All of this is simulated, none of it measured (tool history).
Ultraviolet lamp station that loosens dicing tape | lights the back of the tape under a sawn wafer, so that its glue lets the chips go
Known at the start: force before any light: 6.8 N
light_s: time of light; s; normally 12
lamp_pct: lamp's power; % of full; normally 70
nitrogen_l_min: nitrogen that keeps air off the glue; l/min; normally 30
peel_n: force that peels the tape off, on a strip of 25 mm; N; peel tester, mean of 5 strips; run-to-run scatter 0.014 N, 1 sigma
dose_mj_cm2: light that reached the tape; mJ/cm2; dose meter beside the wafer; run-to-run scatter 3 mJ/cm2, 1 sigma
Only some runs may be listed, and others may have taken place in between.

run	hour	light_s	lamp_pct	nitrogen_l_min	peel_n	dose_mj_cm2
1	0.0	12	70	30	0.992	366
2	7.3	12	70	30	0.933	357
3	16.9	12	70	30	0.944	359
4	26.2	12	70	30	0.977	360
5	34.8	12	70	30	0.977	359
6	41.9	12	70	30	0.979	358
7	52.1	12	70	30	0.961	355
8	61.1	12	70	30	0.999	360
9	70.7	12	70	30	0.989	355
10	77.9	12	70	30	1.011	352
11	86.5	12	70	17	1.233	356
12	93.6	12	70	17	1.318	351
13	102.3	12	70	17	1.288	353
14	110.3	12	92	30	0.573	461
15	117.9	12	92	30	0.600	460
16	125.1	12	92	14	0.906	459
17	131.2	12	92	16	0.845	453
18	139.5	12	92	16	0.834	458
19	147.7	12	92	16	0.818	450
20	157.0	12	66	25	1.237	324
21	162.3	8	96	14	1.683	313
22	169.6	8	96	14	1.689	314
23	174.2	12	70	9	1.757	343
24	179.3	12	70	9	1.794	344
25	189.2	12	70	9	1.780	338
# hour 194.0: window cleaned of glue's vapour
26	199.6	11	70	23	1.022	372
27	205.5	8	70	23	1.664	274

Consider 5 possible next runs. They are alternatives, not a sequence: every one starts from the tool as it was left by run 27. What does each give?
A	210.0	12	96	30	?	?
B	210.0	8	96	24	?	?
C	210.0	8	73	30	?	?
D	210.0	11	70	32	?	?
E	210.0	11	79	13	?	?

run	peel_n	dose_mj_cm2
A	0.358	561
B	1.039	374
C	1.482	284
D	0.890	374
E	1.037	423
The same runs, with their run-to-run variation unchanged, on a tool lacking any hidden condition would have given:
run	peel_n	dose_mj_cm2
A	0.299	601
B	0.909	402
C	1.329	304
D	0.772	401
E	0.913	454

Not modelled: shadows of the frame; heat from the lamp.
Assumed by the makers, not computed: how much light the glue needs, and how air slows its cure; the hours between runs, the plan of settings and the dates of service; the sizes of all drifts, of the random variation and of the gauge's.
